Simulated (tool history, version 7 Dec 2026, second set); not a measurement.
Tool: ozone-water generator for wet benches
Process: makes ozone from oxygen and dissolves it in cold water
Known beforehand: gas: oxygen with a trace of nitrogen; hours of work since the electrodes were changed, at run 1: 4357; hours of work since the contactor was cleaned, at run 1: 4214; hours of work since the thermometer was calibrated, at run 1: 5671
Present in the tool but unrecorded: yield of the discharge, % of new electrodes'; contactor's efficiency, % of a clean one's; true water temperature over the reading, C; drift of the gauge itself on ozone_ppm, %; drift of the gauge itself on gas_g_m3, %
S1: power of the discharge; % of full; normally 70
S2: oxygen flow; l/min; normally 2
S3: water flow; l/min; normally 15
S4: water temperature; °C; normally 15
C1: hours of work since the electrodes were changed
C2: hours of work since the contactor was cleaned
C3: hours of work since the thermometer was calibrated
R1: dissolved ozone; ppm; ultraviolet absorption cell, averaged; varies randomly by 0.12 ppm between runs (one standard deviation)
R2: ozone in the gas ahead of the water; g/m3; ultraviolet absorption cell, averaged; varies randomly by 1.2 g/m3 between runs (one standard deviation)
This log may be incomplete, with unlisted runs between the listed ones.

run	hour	S1	S2	S3	S4	C1	C2	C3	R1	R2
1	0	70	2	15	15	4357	4214	5671	9.9	184
# hour 125.6: contactor cleaned
2	156.4	70	2	15	15	4459	21	5773	10.1	182.4
# hour 210.1: water thermometer calibrated
3	225.8	70	2	15	16	4505	67	10	9.9	182.9
4	364.7	70	2	15	16	4598	160	103	10	183.1
5	493.1	70	2	15	16	4684	246	189	9.9	182.7
6	606.3	70	2	15	16	4760	322	265	10	182.5
7	691.2	70	2	15	16	4817	378	322	10	180.6
# hour 823.8: water thermometer calibrated, once more
8	847.1	70	2	15	16	4921	482	16	10	179.8
9	958.1	70	2	16	16	4995	557	90	9.3	180.2
10	1077.1	70	1.05	15	15	5075	636	170	8.3	252.9
11	1185.3	70	1.05	15	15	5148	709	242	8.4	251.2
12	1250.7	62	1.43	11	15	5191	753	286	11.9	200
13	1386	62	1.43	11	15	5282	843	376	11.8	198.4
14	1528.3	62	1.43	11	15	5377	939	472	11.6	198.2
15	1645.1	61	1.53	15	15	5456	1017	550	8.7	189.4
16	1749.9	70	2.78	15	15	5526	1087	620	10.4	151.2
17	1889.9	78	2.78	10	21	5619	1181	714	14.5	157.2
18	2020.1	43	3.56	20	10	5707	1268	801	6.4	99.7
19	2150.7	43	3.56	20	10	5794	1355	889	6.4	99.5
20	2303.3	53	3.1	17	9	5896	1458	991	8.3	119.6
21	2394.1	55	1.49	15	9	5957	1518	1052	8.2	178.6
22	2462	49	1.16	15	15	6003	1564	1097	7	190.7

What if the next run were any one of these 5? Each begins from the tool's condition after run 22:
A	2540.3	53	2	23	8	6055	1616	1150	?	?
B	2540.3	50	1.37	15	15	6055	1616	1150	?	?
C	2540.3	70	2	15	9	6055	1616	1150	?	?
D	2540.3	69	1.16	19	15	6055	1616	1150	?	?
E	2540.3	49	1.16	23	15	6055	1616	1150	?	?

run	R1	R2
A	5.2	147
B	7.2	178.1
C	10.1	174.9
D	6.3	230.7
E	4.1	191.5
The same runs, with their run-to-run variation unchanged, on a tool lacking any hidden condition would have given:
run	R1	R2
A	6.2	169.6
B	8.4	204
C	12.2	207.5
D	7.6	273.4
E	4.8	218.9
